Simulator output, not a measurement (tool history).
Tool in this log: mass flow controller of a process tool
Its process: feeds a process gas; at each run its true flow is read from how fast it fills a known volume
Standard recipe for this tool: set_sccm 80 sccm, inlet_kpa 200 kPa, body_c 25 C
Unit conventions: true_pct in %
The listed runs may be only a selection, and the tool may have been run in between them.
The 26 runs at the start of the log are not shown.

run 27 day=143.892 | set_sccm=81 inlet_kpa=202 body_c=32 | true_pct=97.30
run 28 day=151.492 | set_sccm=81 inlet_kpa=202 body_c=32 | true_pct=97.26
run 29 day=156.475 | set_sccm=81 inlet_kpa=158 body_c=28 | true_pct=97.19
run 30 day=161.342 | set_sccm=81 inlet_kpa=158 body_c=28 | true_pct=97.25
run 31 day=168.125 | set_sccm=90 inlet_kpa=211 body_c=25 | true_pct=96.71
run 32 day=176.450 | set_sccm=71 inlet_kpa=219 body_c=29 | true_pct=96.47
-- day=180.304 gauge calibrated
run 33 day=180.392 | set_sccm=47 inlet_kpa=251 body_c=38 | true_pct=98.05
run 34 day=183.788 | set_sccm=47 inlet_kpa=251 body_c=38 | true_pct=98.04
run 35 day=187.492 | set_sccm=47 inlet_kpa=251 body_c=38 | true_pct=97.85
run 36 day=191.125 | set_sccm=54 inlet_kpa=249 body_c=20 | true_pct=97.02
run 37 day=196.304 | set_sccm=54 inlet_kpa=249 body_c=20 | true_pct=97.01
run 38 day=203.662 | set_sccm=54 inlet_kpa=249 body_c=20 | true_pct=96.98
run 39 day=210.638 | set_sccm=54 inlet_kpa=249 body_c=20 | true_pct=96.90
run 40 day=218.758 | set_sccm=42 inlet_kpa=217 body_c=22 | true_pct=96.93

Predict each of these 5 candidate next runs independently; none follows another, all start after run 40:
run A day=223.562 | set_sccm=42 inlet_kpa=219 body_c=22 | true_pct=?
run B day=223.562 | set_sccm=42 inlet_kpa=215 body_c=35 | true_pct=?
run C day=223.562 | set_sccm=71 inlet_kpa=172 body_c=25 | true_pct=?
run D day=223.562 | set_sccm=169 inlet_kpa=257 body_c=38 | true_pct=?
run E day=223.562 | set_sccm=80 inlet_kpa=209 body_c=23 | true_pct=?

run=A true_pct=96.98
run=B true_pct=97.73
run=C true_pct=97.85
run=D true_pct=99.46
run=E true_pct=97.60
With no hidden state in the tool, these same runs would have given:
run=A true_pct=97.38
run=B true_pct=98.13
run=C true_pct=98.24
run=D true_pct=99.86
run=E true_pct=97.99

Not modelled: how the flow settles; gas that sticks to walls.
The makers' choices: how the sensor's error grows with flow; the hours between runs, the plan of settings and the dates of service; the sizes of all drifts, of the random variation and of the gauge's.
